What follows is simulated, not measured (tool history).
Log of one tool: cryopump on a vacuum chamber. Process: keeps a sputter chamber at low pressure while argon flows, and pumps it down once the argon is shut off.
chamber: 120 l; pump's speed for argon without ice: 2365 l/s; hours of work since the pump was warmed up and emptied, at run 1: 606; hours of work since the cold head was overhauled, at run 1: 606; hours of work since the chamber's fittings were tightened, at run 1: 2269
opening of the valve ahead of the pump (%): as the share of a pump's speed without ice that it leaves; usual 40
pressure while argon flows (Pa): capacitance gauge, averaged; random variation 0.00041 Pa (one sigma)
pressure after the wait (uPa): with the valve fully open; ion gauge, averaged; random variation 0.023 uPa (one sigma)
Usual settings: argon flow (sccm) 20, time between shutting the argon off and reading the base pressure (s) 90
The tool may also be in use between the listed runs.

run	hour	argon flow (sccm)	time between shutting the argon off and reading the base pressure (s)	opening of the valve ahead of the pump (%)	hours of work since the pump was warmed up and emptied	hours of work since the cold head was overhauled	hours of work since the chamber's fittings were tightened	pressure while argon flows (Pa)	pressure after the wait (uPa)
1	0	20	90	40	606	606	2269	0.0425	1.78
2	14.9	20	90	40	615	615	2278	0.0419	1.87
3	42.7	20	90	40	630	630	2293	0.0425	1.89
4	58.2	20	90	40	639	639	2302	0.0419	1.91
5	79.1	25	90	40	651	651	2314	0.0536	1.86
6	104.8	20	90	40	665	665	2328	0.0428	1.94
7	132.4	13	90	40	681	681	2344	0.0282	1.91
# hour 141.3: pump warmed up, emptied and cooled again
8	165	20	90	40	13	696	2359	0.036	1.49
9	182.8	20	90	40	23	706	2369	0.0362	1.54
10	197.6	20	90	40	32	715	2377	0.0353	1.5
11	210.3	11	90	40	39	722	2385	0.0202	1.52
12	241.5	11	90	40	56	739	2402	0.0198	1.52
13	259.7	20	90	40	66	749	2412	0.0366	1.54
14	276.7	20	90	27	76	759	2422	0.0538	1.52
15	298.9	13	90	58	88	771	2434	0.0168	1.51
16	327.7	13	90	58	105	788	2451	0.0172	1.57
17	353.1	10	65	58	119	802	2465	0.0133	1.88
18	370.2	10	65	58	129	811	2474	0.0123	1.86
19	390.1	10	65	58	140	823	2486	0.0129	1.93
20	411.6	28	65	58	152	835	2498	0.036	1.93
21	425.2	9	271	40	159	842	2505	0.0164	1.19
22	445.4	9	271	57	171	854	2517	0.0124	1.17
23	466.9	39	90	40	183	866	2529	0.0732	1.65
24	490.5	20	90	34	196	879	2542	0.0439	1.62
25	508.6	20	107	43	206	889	2552	0.0353	1.63
26	532.6	13	58	40	220	903	2566	0.0249	2
27	552.4	24	90	33	231	914	2577	0.0542	1.71

The next listed run, before its measurement:
28	569.2	20	90	17	240	923	2586	?	?

{"run 28": {"pressure while argon flows (Pa)": 0.086, "pressure after the wait (uPa)": 1.64}}
Without the tool's hidden state the same run would have given pressure while argon flows (Pa) 0.0838, pressure after the wait (uPa) 0.77.
